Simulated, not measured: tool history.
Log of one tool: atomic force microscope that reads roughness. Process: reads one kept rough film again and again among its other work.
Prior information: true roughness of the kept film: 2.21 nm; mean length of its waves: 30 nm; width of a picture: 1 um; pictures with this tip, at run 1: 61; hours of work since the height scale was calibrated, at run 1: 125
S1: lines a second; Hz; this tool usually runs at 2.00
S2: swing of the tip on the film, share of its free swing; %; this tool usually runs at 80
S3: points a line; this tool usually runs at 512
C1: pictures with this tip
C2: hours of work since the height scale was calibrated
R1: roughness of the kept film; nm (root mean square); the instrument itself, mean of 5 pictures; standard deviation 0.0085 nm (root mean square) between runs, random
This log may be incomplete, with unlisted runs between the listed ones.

{"run": 1, "hour": 0.0, "S1": 2.0, "S2": 80, "S3": 512, "C1": 61, "C2": 125, "R1": 1.819}
{"run": 2, "hour": 6.6, "S1": 2.0, "S2": 80, "S3": 512, "C1": 71, "C2": 129, "R1": 1.815}
{"run": 3, "hour": 17.3, "S1": 2.0, "S2": 80, "S3": 512, "C1": 87, "C2": 136, "R1": 1.77}
{"run": 4, "hour": 28.0, "S1": 2.0, "S2": 80, "S3": 410, "C1": 103, "C2": 143, "R1": 1.752}
{"run": 5, "hour": 34.9, "S1": 2.0, "S2": 80, "S3": 410, "C1": 113, "C2": 147, "R1": 1.756}
{"run": 6, "hour": 45.4, "S1": 2.0, "S2": 80, "S3": 512, "C1": 128, "C2": 154, "R1": 1.711}
{"hour": 46.9, "done": "height scale calibrated on a step standard"}
{"hour": 48.9, "done": "new tip fitted"}
{"run": 7, "hour": 54.4, "S1": 2.0, "S2": 80, "S3": 512, "C1": 8, "C2": 4, "R1": 1.878}
{"run": 8, "hour": 62.9, "S1": 2.0, "S2": 80, "S3": 512, "C1": 21, "C2": 10, "R1": 1.86}
{"run": 9, "hour": 70.7, "S1": 2.0, "S2": 80, "S3": 512, "C1": 32, "C2": 15, "R1": 1.842}
{"hour": 78.6, "done": "height scale calibrated on a step standard, once more"}
{"run": 10, "hour": 79.6, "S1": 2.0, "S2": 80, "S3": 725, "C1": 44, "C2": 1, "R1": 1.829}
{"run": 11, "hour": 86.2, "S1": 2.0, "S2": 80, "S3": 725, "C1": 54, "C2": 5, "R1": 1.833}
{"run": 12, "hour": 93.7, "S1": 1.83, "S2": 77, "S3": 315, "C1": 65, "C2": 10, "R1": 1.819}
{"run": 13, "hour": 101.6, "S1": 2.3, "S2": 67, "S3": 315, "C1": 76, "C2": 15, "R1": 1.828}
{"run": 14, "hour": 110.3, "S1": 2.07, "S2": 68, "S3": 512, "C1": 89, "C2": 20, "R1": 1.84}
{"run": 15, "hour": 117.8, "S1": 2.07, "S2": 68, "S3": 512, "C1": 100, "C2": 25, "R1": 1.831}
{"run": 16, "hour": 122.6, "S1": 2.07, "S2": 68, "S3": 512, "C1": 107, "C2": 28, "R1": 1.816}
{"run": 17, "hour": 127.6, "S1": 2.92, "S2": 69, "S3": 346, "C1": 115, "C2": 31, "R1": 1.747}
{"run": 18, "hour": 135.7, "S1": 2.92, "S2": 69, "S3": 346, "C1": 127, "C2": 37, "R1": 1.724}
{"hour": 138.8, "done": "new tip fitted"}
{"run": 19, "hour": 146.9, "S1": 2.92, "S2": 62, "S3": 930, "C1": 12, "C2": 43, "R1": 1.957}

Alternative continuations, all from the tool just after run 19; predict every row:
{"run": "A", "hour": 152.0, "S1": 0.63, "S2": 80, "S3": 512, "C1": 19, "C2": 47, "R1": "?"}
{"run": "B", "hour": 152.0, "S1": 3.03, "S2": 62, "S3": 312, "C1": 19, "C2": 47, "R1": "?"}
{"run": "C", "hour": 152.0, "S1": 2.84, "S2": 62, "S3": 930, "C1": 19, "C2": 47, "R1": "?"}
{"run": "D", "hour": 152.0, "S1": 3.35, "S2": 89, "S3": 512, "C1": 19, "C2": 47, "R1": "?"}
{"run": "E", "hour": 152.0, "S1": 3.58, "S2": 69, "S3": 637, "C1": 19, "C2": 47, "R1": "?"}

run=A R1=1.966
run=B R1=1.914
run=C R1=1.945
run=D R1=1.635
run=E R1=1.869
Without the tool's hidden state the same runs would have given:
run=A R1=1.995
run=B R1=1.941
run=C R1=1.973
run=D R1=1.658
run=E R1=1.896
